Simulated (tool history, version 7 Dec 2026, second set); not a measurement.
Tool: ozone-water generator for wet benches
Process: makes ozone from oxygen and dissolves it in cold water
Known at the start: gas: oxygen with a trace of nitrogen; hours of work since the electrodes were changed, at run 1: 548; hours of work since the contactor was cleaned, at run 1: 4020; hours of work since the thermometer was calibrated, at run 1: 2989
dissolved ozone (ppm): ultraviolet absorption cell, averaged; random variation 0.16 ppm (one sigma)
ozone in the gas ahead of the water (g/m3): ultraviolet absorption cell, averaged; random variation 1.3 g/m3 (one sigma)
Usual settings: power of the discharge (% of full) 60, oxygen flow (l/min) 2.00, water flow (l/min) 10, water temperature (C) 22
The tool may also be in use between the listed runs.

| run | hour | power of the discharge (% of full) | oxygen flow (l/min) | water flow (l/min) | water temperature (C) | hours of work since the electrodes were changed | hours of work since the contactor was cleaned | hours of work since the thermometer was calibrated | dissolved ozone (ppm) | ozone in the gas ahead of the water (g/m3) |
|---|---|---|---|---|---|---|---|---|---|---|
| 1 | 0.0 | 60 | 2.00 | 10 | 22 | 548 | 4020 | 2989 | 21.5 | 239.2 |
| 2 | 45.5 | 60 | 2.00 | 10 | 22 | 576 | 4049 | 3018 | 21.4 | 239.5 |
| 3 | 107.9 | 60 | 2.00 | 10 | 22 | 616 | 4088 | 3058 | 21.6 | 239.1 |
| 4 | 138.6 | 60 | 2.00 | 10 | 22 | 635 | 4108 | 3077 | 21.5 | 241.7 |
| 5 | 206.6 | 60 | 2.00 | 15 | 22 | 679 | 4151 | 3120 | 14.4 | 241.5 |
| 6 | 274.5 | 59 | 2.00 | 10 | 22 | 722 | 4194 | 3163 | 21.2 | 236.4 |
| 7 | 339.7 | 59 | 2.00 | 10 | 22 | 763 | 4235 | 3205 | 21.5 | 235.1 |
| 8 | 390.2 | 59 | 2.00 | 10 | 22 | 795 | 4267 | 3237 | 21.4 | 236.2 |
| 9 | 453.6 | 59 | 2.00 | 10 | 22 | 835 | 4307 | 3277 | 21.5 | 233.8 |
| 10 | 521.9 | 60 | 2.00 | 10 | 15 | 878 | 4351 | 3320 | 24.0 | 237.9 |
| 11 | 583.6 | 60 | 2.00 | 10 | 15 | 918 | 4390 | 3359 | 23.6 | 237.1 |
| 12 | 646.6 | 60 | 2.00 | 10 | 22 | 958 | 4430 | 3399 | 21.7 | 239.5 |
| 13 | 682.4 | 60 | 2.00 | 10 | 25 | 980 | 4453 | 3422 | 20.5 | 237.8 |
| 14 | 739.2 | 60 | 2.00 | 10 | 25 | 1016 | 4489 | 3458 | 20.7 | 239.0 |
|  | 797.5 | contactor cleaned |
| 15 | 806.6 | 60 | 2.00 | 10 | 22 | 1056 | 6 | 3498 | 21.5 | 236.5 |
| 16 | 869.5 | 60 | 2.00 | 12 | 22 | 1096 | 46 | 3538 | 18.4 | 237.2 |
| 17 | 932.4 | 73 | 2.02 | 8 | 22 | 1136 | 86 | 3578 | 29.7 | 272.5 |
| 18 | 966.0 | 73 | 2.02 | 8 | 22 | 1158 | 107 | 3599 | 30.3 | 271.1 |
| 19 | 1017.3 | 52 | 2.02 | 7 | 22 | 1190 | 139 | 3632 | 25.8 | 209.2 |
| 20 | 1056.3 | 85 | 2.28 | 14 | 27 | 1215 | 164 | 3657 | 19.6 | 280.2 |
| 21 | 1096.1 | 75 | 2.28 | 14 | 27 | 1240 | 189 | 3682 | 17.8 | 256.9 |
| 22 | 1144.9 | 74 | 2.00 | 14 | 22 | 1271 | 220 | 3713 | 18.6 | 276.2 |
| 23 | 1194.1 | 74 | 2.00 | 14 | 22 | 1302 | 251 | 3744 | 18.3 | 275.5 |
| 24 | 1255.5 | 60 | 2.00 | 12 | 20 | 1341 | 290 | 3783 | 18.7 | 230.9 |
| 25 | 1287.7 | 60 | 2.00 | 12 | 20 | 1361 | 311 | 3803 | 18.5 | 233.5 |
| 26 | 1339.5 | 60 | 2.00 | 12 | 20 | 1394 | 344 | 3836 | 18.5 | 235.3 |
| 27 | 1397.9 | 60 | 3.58 | 10 | 22 | 1431 | 381 | 3873 | 20.5 | 166.5 |
| 28 | 1458.2 | 49 | 1.74 | 11 | 22 | 1470 | 419 | 3911 | 16.8 | 216.7 |
|  | 1466.6 | gauge calibrated |
| 29 | 1523.5 | 46 | 1.87 | 10 | 27 | 1511 | 460 | 3953 | 16.4 | 206.9 |
| 30 | 1567.5 | 46 | 1.87 | 6 | 27 | 1539 | 488 | 3981 | 23.9 | 205.2 |
| 31 | 1613.3 | 60 | 2.20 | 10 | 22 | 1568 | 517 | 4010 | 21.6 | 227.6 |

Forecast each of these 4 alternatives for the next run:
| A | 1656.4 | 71 | 2.20 | 10 | 22 | 1595 | 545 | 4037 | ? | ? |
| B | 1656.4 | 60 | 1.35 | 10 | 22 | 1595 | 545 | 4037 | ? | ? |
| C | 1656.4 | 60 | 3.52 | 6 | 28 | 1595 | 545 | 4037 | ? | ? |
| D | 1656.4 | 60 | 1.20 | 14 | 22 | 1595 | 545 | 4037 | ? | ? |

| run | dissolved ozone (ppm) | ozone in the gas ahead of the water (g/m3) |
|---|---|---|
| A | 24.3 | 257.8 |
| B | 21.5 | 302.7 |
| C | 24.8 | 170.8 |
| D | 14.9 | 326.3 |
Without the tool's hidden state the same runs would have given:
| run | dissolved ozone (ppm) | ozone in the gas ahead of the water (g/m3) |
|---|---|---|
| A | 24.3 | 258.9 |
| B | 21.5 | 304.0 |
| C | 24.8 | 171.5 |
| D | 15.0 | 327.6 |
